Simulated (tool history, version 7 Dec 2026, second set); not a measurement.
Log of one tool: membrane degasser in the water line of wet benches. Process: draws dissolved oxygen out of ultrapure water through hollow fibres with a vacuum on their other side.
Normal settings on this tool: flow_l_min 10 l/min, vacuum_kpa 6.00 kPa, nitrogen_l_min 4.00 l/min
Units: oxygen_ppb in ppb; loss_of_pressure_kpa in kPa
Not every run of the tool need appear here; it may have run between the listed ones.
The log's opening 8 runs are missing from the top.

run    hour  flow_l_min  vacuum_kpa  nitrogen_l_min  oxygen_ppb  loss_of_pressure_kpa
  9  1267.2          10       13.30            4.00       314.4                 39.78
 10  1366.9          10       13.30            4.00       316.4                 39.30
 11  1546.6          10        6.00            4.00       271.6                 39.74
 12  1665.9          10        6.00            4.00       273.9                 39.70
 13  1877.3          13        6.00            4.00       367.9                 52.12
 14  2092.7          10        6.00            4.00       278.1                 40.31
 15  2260.4          10        6.00            4.00       281.6                 40.48
 16  2354.2          10        6.00            4.00       281.5                 40.42
 17  2531.6          10        6.00            4.00       283.4                 40.17
 18  2711.4           7       10.26            6.78       198.3                 28.07
 19  2825.5          14        6.00            2.39       424.0                 56.72
 20  2940.4          14        6.00            5.59       400.4                 56.93
 21  3157.7          14        8.62            9.85       410.4                 56.92
     3273.7  -- seals of the vacuum lines changed
 22  3305.0          10        7.13            2.89       305.0                 40.65
     3321.1  -- vacuum gauge calibrated
 23  3479.3          10        8.18            4.00       307.4                 40.91
 24  3674.7          15        4.56            7.40       425.9                 61.32
 25  3796.2           7        4.94            8.78       193.8                 28.64
 26  4003.0          14        6.00            6.88       405.6                 57.42
 27  4197.7          14        6.00            6.88       417.7                 57.90
 28  4325.7          11        8.47            7.14       337.2                 45.13
     4460.2  -- vacuum gauge calibrated, once more
 29  4494.2          16        6.25            9.52       473.0                 66.38
 30  4681.8          16        6.25            9.52       465.0                 66.44
 31  4882.4          12        4.41            4.24       366.5                 50.28

Predict the results of run 32:
 32  4977.5          12        3.88            8.16           ?                     ?

oxygen_ppb: 361.4 ppb
loss_of_pressure_kpa: 49.90 kPa
If the tool had no hidden condition, the same run with the same run-to-run variation would have returned oxygen_ppb 283.9 ppb, loss_of_pressure_kpa 46.29 kPa.
